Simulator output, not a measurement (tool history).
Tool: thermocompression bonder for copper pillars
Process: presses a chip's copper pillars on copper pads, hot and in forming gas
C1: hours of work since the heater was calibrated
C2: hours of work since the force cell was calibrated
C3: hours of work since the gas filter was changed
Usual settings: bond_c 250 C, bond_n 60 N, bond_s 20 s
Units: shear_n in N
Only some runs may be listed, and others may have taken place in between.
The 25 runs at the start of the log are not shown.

{"run": 26, "hour": 485.7, "bond_c": 250, "bond_n": 52, "bond_s": 10, "C1": 644, "C2": 770, "C3": 271, "shear_n": 45}
{"run": 27, "hour": 511.7, "bond_c": 221, "bond_n": 43, "bond_s": 17, "C1": 657, "C2": 782, "C3": 284, "shear_n": 32.5}
{"run": 28, "hour": 529.8, "bond_c": 246, "bond_n": 46, "bond_s": 40, "C1": 666, "C2": 791, "C3": 293, "shear_n": 65.9}
{"run": 29, "hour": 553.4, "bond_c": 246, "bond_n": 46, "bond_s": 55, "C1": 677, "C2": 803, "C3": 304, "shear_n": 72.1}
{"run": 30, "hour": 579.4, "bond_c": 271, "bond_n": 86, "bond_s": 45, "C1": 690, "C2": 815, "C3": 317, "shear_n": 104.9}
{"run": 31, "hour": 597.3, "bond_c": 250, "bond_n": 60, "bond_s": 53, "C1": 699, "C2": 824, "C3": 326, "shear_n": 85.2}
{"run": 32, "hour": 610.2, "bond_c": 270, "bond_n": 60, "bond_s": 53, "C1": 705, "C2": 830, "C3": 332, "shear_n": 97.6}
{"run": 33, "hour": 630.0, "bond_c": 250, "bond_n": 76, "bond_s": 20, "C1": 715, "C2": 840, "C3": 342, "shear_n": 69.5}
{"run": 34, "hour": 646.4, "bond_c": 236, "bond_n": 64, "bond_s": 20, "C1": 723, "C2": 848, "C3": 350, "shear_n": 54.7}
{"run": 35, "hour": 666.0, "bond_c": 236, "bond_n": 64, "bond_s": 20, "C1": 733, "C2": 858, "C3": 359, "shear_n": 54.6}
{"run": 36, "hour": 679.8, "bond_c": 236, "bond_n": 64, "bond_s": 20, "C1": 739, "C2": 865, "C3": 366, "shear_n": 54.9}
{"run": 37, "hour": 703.0, "bond_c": 253, "bond_n": 63, "bond_s": 20, "C1": 751, "C2": 876, "C3": 377, "shear_n": 65.4}

Predict each of these 3 candidate next runs independently; none follows another, all start after run 37:
{"run": "A", "hour": 728.0, "bond_c": 253, "bond_n": 65, "bond_s": 20, "C1": 763, "C2": 888, "C3": 390, "shear_n": "?"}
{"run": "B", "hour": 728.0, "bond_c": 250, "bond_n": 89, "bond_s": 52, "C1": 763, "C2": 888, "C3": 390, "shear_n": "?"}
{"run": "C", "hour": 728.0, "bond_c": 249, "bond_n": 87, "bond_s": 20, "C1": 763, "C2": 888, "C3": 390, "shear_n": "?"}

run=A shear_n=66.4
run=B shear_n=93.3
run=C shear_n=72.6
Without the tool's hidden state the same runs would have given:
run=A shear_n=66.2
run=B shear_n=96.4
run=C shear_n=72.8
